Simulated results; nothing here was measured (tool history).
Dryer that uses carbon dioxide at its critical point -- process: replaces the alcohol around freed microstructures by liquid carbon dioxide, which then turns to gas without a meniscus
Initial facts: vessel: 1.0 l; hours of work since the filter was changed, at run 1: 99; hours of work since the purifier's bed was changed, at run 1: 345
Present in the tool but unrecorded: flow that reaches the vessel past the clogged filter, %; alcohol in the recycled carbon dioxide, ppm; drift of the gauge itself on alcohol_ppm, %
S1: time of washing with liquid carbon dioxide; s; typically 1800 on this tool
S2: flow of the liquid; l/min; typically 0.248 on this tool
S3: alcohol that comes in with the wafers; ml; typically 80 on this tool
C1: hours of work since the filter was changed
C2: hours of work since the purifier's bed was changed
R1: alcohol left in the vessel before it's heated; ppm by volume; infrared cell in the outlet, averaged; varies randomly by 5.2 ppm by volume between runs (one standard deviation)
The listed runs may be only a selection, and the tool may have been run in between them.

{"run": 1, "hour": 0.0, "S1": 1800, "S2": 0.248, "S3": 80, "C1": 99, "C2": 345, "R1": 214}
{"run": 2, "hour": 60.4, "S1": 1800, "S2": 0.248, "S3": 80, "C1": 136, "C2": 382, "R1": 232}
{"run": 3, "hour": 109.0, "S1": 1800, "S2": 0.248, "S3": 80, "C1": 166, "C2": 412, "R1": 266}
{"run": 4, "hour": 170.7, "S1": 2700, "S2": 0.248, "S3": 80, "C1": 204, "C2": 450, "R1": 160}
{"run": 5, "hour": 233.9, "S1": 2700, "S2": 0.397, "S3": 80, "C1": 242, "C2": 488, "R1": 170}
{"run": 6, "hour": 266.3, "S1": 1800, "S2": 0.166, "S3": 80, "C1": 262, "C2": 508, "R1": 1347}
{"run": 7, "hour": 311.0, "S1": 1800, "S2": 0.248, "S3": 80, "C1": 289, "C2": 536, "R1": 331}
{"run": 8, "hour": 381.2, "S1": 1260, "S2": 0.248, "S3": 80, "C1": 332, "C2": 578, "R1": 1259}
{"run": 9, "hour": 431.3, "S1": 1260, "S2": 0.248, "S3": 80, "C1": 363, "C2": 609, "R1": 1284}
{"run": 10, "hour": 492.9, "S1": 1260, "S2": 0.248, "S3": 80, "C1": 401, "C2": 647, "R1": 1355}
{"run": 11, "hour": 544.9, "S1": 1260, "S2": 0.248, "S3": 80, "C1": 432, "C2": 679, "R1": 1423}
{"run": 12, "hour": 585.2, "S1": 1260, "S2": 0.168, "S3": 90, "C1": 457, "C2": 703, "R1": 5597}
{"run": 13, "hour": 641.3, "S1": 1800, "S2": 0.337, "S3": 80, "C1": 491, "C2": 737, "R1": 288}
{"run": 14, "hour": 705.6, "S1": 1800, "S2": 0.337, "S3": 80, "C1": 531, "C2": 777, "R1": 309}
{"hour": 726.8, "done": "inlet filter changed"}
{"run": 15, "hour": 751.5, "S1": 1800, "S2": 0.337, "S3": 80, "C1": 15, "C2": 804, "R1": 294}
{"hour": 759.1, "done": "purifier's bed changed"}
{"run": 16, "hour": 787.8, "S1": 1800, "S2": 0.337, "S3": 80, "C1": 35, "C2": 18, "R1": 20}
{"run": 17, "hour": 836.0, "S1": 1260, "S2": 0.248, "S3": 80, "C1": 65, "C2": 47, "R1": 719}
{"run": 18, "hour": 908.0, "S1": 1260, "S2": 0.254, "S3": 23, "C1": 109, "C2": 91, "R1": 238}
{"run": 19, "hour": 945.6, "S1": 2820, "S2": 0.248, "S3": 99, "C1": 132, "C2": 114, "R1": 49}

Selected run-to-run steps in R1, each split into two signed amounts: the part the tool would show with no hidden state at all (from settings, incoming material and random variation), and the remainder, which goes to the hidden state together with any gauge scatter not common to the measured and the hidden-state-free results:
Run 12 -> 13: S1 1260 -> 1800, S2 0.168 -> 0.337, S3 90 -> 80. R1 -5309 ppm by volume: hidden state -1845, all else -3464.
